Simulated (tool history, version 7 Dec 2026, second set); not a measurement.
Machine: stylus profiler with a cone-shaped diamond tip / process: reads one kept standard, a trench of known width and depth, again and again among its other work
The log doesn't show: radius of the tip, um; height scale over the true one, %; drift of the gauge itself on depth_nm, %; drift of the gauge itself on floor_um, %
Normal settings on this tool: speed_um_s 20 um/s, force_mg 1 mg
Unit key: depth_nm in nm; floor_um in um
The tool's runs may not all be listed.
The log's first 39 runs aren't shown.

| run | day | speed_um_s | force_mg | scans with this tip | hours of work since the height scale was calibrated | depth_nm | floor_um |
|---|---|---|---|---|---|---|---|
| 40 | 59.188 | 13 | 0.38 | 3120 | 235 | 502.22 | 15.49 |
| 41 | 60.975 | 13 | 0.38 | 3537 | 266 | 502.13 | 15.47 |
| 42 | 62.183 | 12 | 1 | 3818 | 288 | 504.42 | 15.51 |
| 43 | 64.321 | 12 | 1 | 4316 | 325 | 504.11 | 15.56 |
| 44 | 65.858 | 60 | 1.02 | 4674 | 352 | 504.14 | 15.25 |
| 45 | 66.967 | 69 | 2.33 | 4932 | 371 | 507.18 | 15.37 |
| 46 | 67.862 | 69 | 2.33 | 5141 | 387 | 507.38 | 15.33 |
| 47 | 69.892 | 69 | 2.33 | 5614 | 423 | 507.19 | 15.36 |

Alternative continuations, all from the tool just after run 47; predict every row:
| A | 71.762 | 19 | 0.51 | 6050 | 456 | ? | ? |
| B | 71.762 | 20 | 0.95 | 6050 | 456 | ? | ? |
| C | 71.762 | 30 | 0.45 | 6050 | 456 | ? | ? |

| run | depth_nm | floor_um |
|---|---|---|
| A | 503.03 | 15.5 |
| B | 504.11 | 15.47 |
| C | 502.43 | 15.34 |
What these runs would have given with no unlogged condition in the tool:
| run | depth_nm | floor_um |
|---|---|---|
| A | 503.02 | 15.51 |
| B | 504.1 | 15.49 |
| C | 502.42 | 15.36 |

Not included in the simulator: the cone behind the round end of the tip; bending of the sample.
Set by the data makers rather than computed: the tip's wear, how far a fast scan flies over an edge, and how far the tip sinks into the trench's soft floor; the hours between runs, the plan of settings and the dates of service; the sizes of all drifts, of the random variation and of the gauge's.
